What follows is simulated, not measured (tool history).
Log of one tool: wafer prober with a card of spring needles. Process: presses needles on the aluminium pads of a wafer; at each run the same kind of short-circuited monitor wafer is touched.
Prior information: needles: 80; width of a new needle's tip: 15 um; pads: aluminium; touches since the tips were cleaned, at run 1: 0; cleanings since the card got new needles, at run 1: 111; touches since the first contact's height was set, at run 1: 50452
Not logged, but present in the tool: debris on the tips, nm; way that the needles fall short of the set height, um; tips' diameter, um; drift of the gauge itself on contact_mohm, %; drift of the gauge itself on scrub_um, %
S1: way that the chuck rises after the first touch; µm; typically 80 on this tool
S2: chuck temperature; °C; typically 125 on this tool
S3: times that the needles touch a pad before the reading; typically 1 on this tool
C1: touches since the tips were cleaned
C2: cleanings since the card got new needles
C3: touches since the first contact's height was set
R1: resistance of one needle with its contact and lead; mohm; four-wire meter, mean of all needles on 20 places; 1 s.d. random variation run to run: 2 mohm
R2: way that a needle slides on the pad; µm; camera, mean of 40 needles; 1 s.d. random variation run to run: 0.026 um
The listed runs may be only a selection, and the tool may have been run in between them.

{"run": 1, "hour": 0.0, "S1": 80, "S2": 125, "S3": 1, "C1": 0, "C2": 111, "C3": 50452, "R1": 225, "R2": 12.2}
{"hour": 6.4, "done": "tips cleaned on abrasive film"}
{"hour": 12.9, "done": "tips cleaned on abrasive film"}
{"hour": 19.3, "done": "tips cleaned on abrasive film"}
{"run": 2, "hour": 24.4, "S1": 80, "S2": 125, "S3": 1, "C1": 1843, "C2": 114, "C3": 59282, "R1": 224, "R2": 12.11}
{"hour": 25.7, "done": "tips cleaned on abrasive film"}
{"hour": 32.2, "done": "tips cleaned on abrasive film"}
{"hour": 38.6, "done": "tips cleaned on abrasive film"}
{"hour": 44.0, "done": "height of the first contact set anew"}
{"hour": 45.4, "done": "tips cleaned on abrasive film"}
{"hour": 51.8, "done": "tips cleaned on abrasive film"}
{"hour": 58.1, "done": "tips cleaned on abrasive film"}
{"run": 3, "hour": 58.1, "S1": 80, "S2": 125, "S3": 1, "C1": 0, "C2": 120, "C3": 5079, "R1": 225, "R2": 12.13}
{"hour": 64.6, "done": "tips cleaned on abrasive film"}
{"hour": 71.0, "done": "tips cleaned on abrasive film"}
{"hour": 77.5, "done": "tips cleaned on abrasive film"}
{"hour": 83.9, "done": "tips cleaned on abrasive film"}
{"hour": 89.1, "done": "tips cleaned on abrasive film"}
{"run": 4, "hour": 93.1, "S1": 80, "S2": 125, "S3": 1, "C1": 1489, "C2": 125, "C3": 17747, "R1": 225, "R2": 12.18}
{"hour": 94.5, "done": "tips cleaned on abrasive film"}
{"hour": 101.0, "done": "tips cleaned on abrasive film"}
{"hour": 107.4, "done": "tips cleaned on abrasive film"}
{"run": 5, "hour": 110.6, "S1": 97, "S2": 125, "S3": 1, "C1": 1159, "C2": 128, "C3": 24028, "R1": 220, "R2": 14.77}
{"hour": 113.2, "done": "tips cleaned on abrasive film"}
{"hour": 119.6, "done": "tips cleaned on abrasive film"}
{"hour": 126.1, "done": "tips cleaned on abrasive film"}
{"hour": 132.5, "done": "tips cleaned on abrasive film"}
{"hour": 137.7, "done": "tips cleaned on abrasive film"}
{"hour": 144.1, "done": "tips cleaned on abrasive film"}
{"run": 6, "hour": 144.3, "S1": 97, "S2": 86, "S3": 1, "C1": 49, "C2": 134, "C3": 36188, "R1": 215, "R2": 14.79}
{"hour": 149.5, "done": "tips cleaned on abrasive film"}
{"hour": 154.7, "done": "tips cleaned on abrasive film"}
{"hour": 161.1, "done": "tips cleaned on abrasive film"}
{"hour": 167.5, "done": "tips cleaned on abrasive film"}
{"hour": 172.7, "done": "tips cleaned on abrasive film"}
{"hour": 178.3, "done": "tips cleaned on abrasive film"}
{"run": 7, "hour": 178.3, "S1": 97, "S2": 86, "S3": 1, "C1": 0, "C2": 140, "C3": 48459, "R1": 213, "R2": 14.77}
{"hour": 183.5, "done": "tips cleaned on abrasive film"}
{"hour": 189.9, "done": "tips cleaned on abrasive film"}
{"hour": 195.1, "done": "tips cleaned on abrasive film"}
{"hour": 201.6, "done": "tips cleaned on abrasive film"}
{"hour": 208.0, "done": "tips cleaned on abrasive film"}
{"run": 8, "hour": 212.8, "S1": 61, "S2": 125, "S3": 1, "C1": 1749, "C2": 145, "C3": 60922, "R1": 226, "R2": 9.35}
{"hour": 214.1, "done": "tips cleaned on abrasive film"}
{"hour": 220.6, "done": "tips cleaned on abrasive film"}
{"hour": 227.0, "done": "tips cleaned on abrasive film"}
{"hour": 227.3, "done": "height of the first contact set anew"}
{"hour": 233.8, "done": "tips cleaned on abrasive film"}
{"run": 9, "hour": 236.2, "S1": 80, "S2": 110, "S3": 1, "C1": 907, "C2": 149, "C3": 3236, "R1": 220, "R2": 12.21}
{"hour": 240.1, "done": "tips cleaned on abrasive film"}
{"hour": 246.6, "done": "tips cleaned on abrasive film"}
{"hour": 251.8, "done": "tips cleaned on abrasive film"}
{"hour": 258.2, "done": "tips cleaned on abrasive film"}
{"run": 10, "hour": 263.2, "S1": 80, "S2": 110, "S3": 1, "C1": 1815, "C2": 153, "C3": 12970, "R1": 220, "R2": 12.22}
{"hour": 264.5, "done": "tips cleaned on abrasive film"}
{"hour": 271.0, "done": "tips cleaned on abrasive film"}
{"hour": 277.4, "done": "tips cleaned on abrasive film"}
{"hour": 283.9, "done": "tips cleaned on abrasive film"}
{"hour": 289.6, "done": "tips cleaned on abrasive film"}
{"hour": 301.6, "done": "card fitted with new needles"}
{"run": 11, "hour": 301.6, "S1": 80, "S2": 36, "S3": 1, "C1": 0, "C2": 0, "C3": 0, "R1": 204, "R2": 12.24}
{"hour": 308.1, "done": "tips cleaned on abrasive film"}
{"hour": 313.2, "done": "tips cleaned on abrasive film"}
{"hour": 319.7, "done": "tips cleaned on abrasive film"}
{"hour": 326.1, "done": "tips cleaned on abrasive film"}
{"hour": 332.1, "done": "tips cleaned on abrasive film"}
{"run": 12, "hour": 332.1, "S1": 80, "S2": 36, "S3": 1, "C1": 0, "C2": 5, "C3": 11009, "R1": 203, "R2": 12.23}
{"hour": 338.6, "done": "tips cleaned on abrasive film"}
{"hour": 345.0, "done": "tips cleaned on abrasive film"}
{"hour": 351.4, "done": "tips cleaned on abrasive film"}
{"hour": 357.9, "done": "tips cleaned on abrasive film"}
{"run": 13, "hour": 360.9, "S1": 80, "S2": 36, "S3": 1, "C1": 1116, "C2": 9, "C3": 21440, "R1": 204, "R2": 12.31}

Forecast run 14:
{"hour": 363.6, "done": "tips cleaned on abrasive film"}
{"hour": 370.0, "done": "tips cleaned on abrasive film"}
{"hour": 376.5, "done": "tips cleaned on abrasive film"}
{"run": 14, "hour": 379.0, "S1": 80, "S2": 36, "S3": 1, "C1": 948, "C2": 12, "C3": 27978, "R1": "?", "R2": "?"}

Run 14 gave R1 204 mohm, R2 12.3 µm.
Minus the tool's unlogged condition, the same run would have read R1 204 mohm, R2 12.15 µm.
